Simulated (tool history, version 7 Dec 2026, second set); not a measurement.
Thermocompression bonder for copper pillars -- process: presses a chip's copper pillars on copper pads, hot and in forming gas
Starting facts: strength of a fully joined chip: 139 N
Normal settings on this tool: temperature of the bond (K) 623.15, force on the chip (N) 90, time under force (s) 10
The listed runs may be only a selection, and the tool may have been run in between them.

run,hour,temperature of the bond (K),force on the chip (N),time under force (s),force that shears a chip off (N)
1,0.0,623.15,90,10,88.0
2,15.7,623.15,100,10,91.6
3,32.5,623.15,100,10,92.4
4,51.7,623.15,100,10,92.2
5,73.3,623.15,122,10,100.5
6,96.1,623.15,122,10,99.1
7,117.9,623.15,122,10,98.9
8,135.3,623.15,74,10,80.2
9,151.0,623.15,74,10,81.2
10,182.0,623.15,74,10,80.7
11,207.1,623.15,74,10,79.9
12,236.3,623.15,90,11,90.5
13,249.1,623.15,90,10,88.1
14,280.1,623.15,122,10,99.5
15,302.7,623.15,122,10,98.9
16,328.6,623.15,122,10,99.2
17,347.5,653.15,90,10,109.8
18,372.1,653.15,90,10,109.5
19,390.8,653.15,90,10,109.1
20,413.4,623.15,90,10,87.9
21,444.9,652.15,70,10,99.5
22,476.3,652.15,70,10,100.0
23,495.5,612.15,129,24,113.6
24,528.8,612.15,129,24,113.3
25,555.8,623.15,75,6,68.7
26,574.8,623.15,59,16,83.8
27,605.1,632.15,126,5,88.5
28,629.8,633.15,126,5,90.4
29,651.6,633.15,126,5,89.9
30,673.9,630.15,56,5,59.4
31,700.8,623.15,61,7,65.2
32,721.0,623.15,61,7,65.2
33,736.7,623.15,61,7,64.8
34,752.9,608.15,118,9,84.3
35,775.1,647.15,90,7,96.3
36,790.9,647.15,124,12,119.4
37,822.4,600.15,90,20,87.6
38,848.8,637.15,96,20,116.8
39,866.7,649.15,78,13,108.0

Withheld: 6 entries from between the runs. Position of each, and hidden state at the listed run before versus the listed run after:
From run 4 to run 5: forming gas filter changed (hour 71.0)
  oxide that the forming gas leaves, % of the face: 0.73 -> 0.5
From run 13 to run 14: forming gas filter changed (hour 266.7)
  oxide that the forming gas leaves, % of the face: 0.72 -> 0.52
From run 21 to run 22: forming gas filter changed (hour 463.2)
  oxide that the forming gas leaves, % of the face: 0.74 -> 0.53
From run 23 to run 24: heater calibrated with a thermocouple chip (hour 499.9)
  true temperature of the bond over the reading, C: 0.4 -> 0.1; oxide that the forming gas leaves, % of the face: 0.55 -> 0.59
From run 29 to run 30: forming gas filter changed (hour 661.0)
  oxide that the forming gas leaves, % of the face: 0.74 -> 0.52
From run 38 to run 39: forming gas filter changed (hour 855.2)
  oxide that the forming gas leaves, % of the face: 0.74 -> 0.52
